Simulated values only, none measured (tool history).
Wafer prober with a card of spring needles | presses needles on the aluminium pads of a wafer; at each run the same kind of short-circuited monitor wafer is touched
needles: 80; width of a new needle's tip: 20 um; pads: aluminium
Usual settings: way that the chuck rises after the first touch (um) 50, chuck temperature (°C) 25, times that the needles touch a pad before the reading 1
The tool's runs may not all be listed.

| run | day | way that the chuck rises after the first touch (um) | chuck temperature (°C) | times that the needles touch a pad before the reading | resistance of one needle with its contact and lead (mohm) | way that a needle slides on the pad (um) |
|---|---|---|---|---|---|---|
| 1 | 0.000 | 50 | 25 | 1 | 214 | 11.47 |
| 2 | 0.338 | 32 | 25 | 1 | 225 | 7.34 |
|  | 0.488 | tips cleaned on abrasive film |
| 3 | 0.592 | 53 | 25 | 1 | 212 | 12.14 |
| 4 | 0.950 | 53 | 25 | 1 | 212 | 12.16 |
|  | 1.088 | tips cleaned on abrasive film |
| 5 | 1.488 | 50 | 88 | 1 | 236 | 11.41 |
|  | 1.683 | tips cleaned on abrasive film |
| 6 | 1.833 | 50 | 88 | 1 | 231 | 11.40 |
|  | 2.275 | tips cleaned on abrasive film |
| 7 | 2.342 | 50 | 88 | 1 | 231 | 11.39 |
| 8 | 2.738 | 50 | 25 | 2 | 217 | 11.36 |
|  | 2.871 | tips cleaned on abrasive film |
| 9 | 3.033 | 50 | 25 | 1 | 217 | 11.33 |
| 10 | 3.379 | 50 | 25 | 1 | 215 | 11.36 |
|  | 3.488 | tips cleaned on abrasive film |
| 11 | 3.846 | 50 | 25 | 2 | 215 | 11.35 |
|  | 4.083 | tips cleaned on abrasive film |
| 12 | 4.200 | 50 | 25 | 2 | 212 | 11.27 |
| 13 | 4.517 | 58 | 75 | 2 | 224 | 13.08 |
|  | 4.700 | tips cleaned on abrasive film |
| 14 | 4.988 | 57 | 74 | 1 | 225 | 12.86 |
|  | 5.300 | tips cleaned on abrasive film |
| 15 | 5.358 | 32 | 25 | 1 | 225 | 7.19 |
| 16 | 5.592 | 41 | 25 | 3 | 221 | 9.20 |
|  | 5.900 | tips cleaned on abrasive film |
| 17 | 6.071 | 50 | 121 | 1 | 238 | 11.17 |
| 18 | 6.388 | 33 | 95 | 2 | 246 | 7.40 |
|  | 6.521 | tips cleaned on abrasive film |
| 19 | 6.804 | 50 | 108 | 1 | 237 | 11.16 |
|  | 6.946 | gauge calibrated |
|  | 7.121 | tips cleaned on abrasive film |
| 20 | 7.204 | 50 | 108 | 1 | 236 | 11.47 |
|  | 7.738 | tips cleaned on abrasive film |
| 21 | 7.738 | 50 | 108 | 1 | 234 | 11.42 |

The next listed run, before its measurement:
| 22 | 8.208 | 50 | 108 | 1 | ? | ? |

resistance of one needle with its contact and lead (mohm): 238
way that a needle slides on the pad (um): 11.45
Without the tool's hidden state the same run would have given resistance of one needle with its contact and lead (mohm) 238, way that a needle slides on the pad (um) 11.51.

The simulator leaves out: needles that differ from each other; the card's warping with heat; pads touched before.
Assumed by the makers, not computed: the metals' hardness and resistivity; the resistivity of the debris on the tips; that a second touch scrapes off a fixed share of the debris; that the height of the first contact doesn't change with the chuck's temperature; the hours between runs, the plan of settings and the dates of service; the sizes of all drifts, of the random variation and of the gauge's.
